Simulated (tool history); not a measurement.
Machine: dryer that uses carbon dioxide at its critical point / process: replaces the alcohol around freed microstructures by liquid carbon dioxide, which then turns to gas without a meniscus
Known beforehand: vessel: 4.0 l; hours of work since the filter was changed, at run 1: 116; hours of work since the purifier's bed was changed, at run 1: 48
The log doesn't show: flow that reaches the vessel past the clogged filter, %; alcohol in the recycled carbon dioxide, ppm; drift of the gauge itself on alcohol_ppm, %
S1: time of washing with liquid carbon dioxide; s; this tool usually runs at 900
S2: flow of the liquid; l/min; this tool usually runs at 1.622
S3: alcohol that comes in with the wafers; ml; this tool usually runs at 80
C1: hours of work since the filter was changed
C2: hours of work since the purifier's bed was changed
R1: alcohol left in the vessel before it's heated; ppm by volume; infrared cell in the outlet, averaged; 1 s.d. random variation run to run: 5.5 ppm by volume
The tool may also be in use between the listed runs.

Run 1, hour 0: usual settings; C1 116; C2 48. Result: R1 258 ppm by volume.
Run 2, hour 38.9: usual settings but S2 1.97 l/min; C1 138; C2 71. Result: R1 125 ppm by volume.
Run 3, hour 64.5: usual settings but S2 1.97 l/min; C1 154; C2 86. Result: R1 144 ppm by volume.
At hour 68.9: inlet filter changed.
Run 4, hour 111.2: usual settings; C1 25; C2 113. Result: R1 206 ppm by volume.
Run 5, hour 134.5: usual settings; C1 39; C2 127. Result: R1 234 ppm by volume.
Run 6, hour 172.2: usual settings; C1 61; C2 149. Result: R1 240 ppm by volume.
Run 7, hour 204.5: usual settings; C1 80; C2 168. Result: R1 272 ppm by volume.

What will run 8 give?
Run 8, hour 252.1: usual settings but S1 720 s; C1 108; C2 196. Result: R1 ?.

R1: 642 ppm by volume
Had the tool carried no hidden state, the very same run would have given R1 408 ppm by volume.
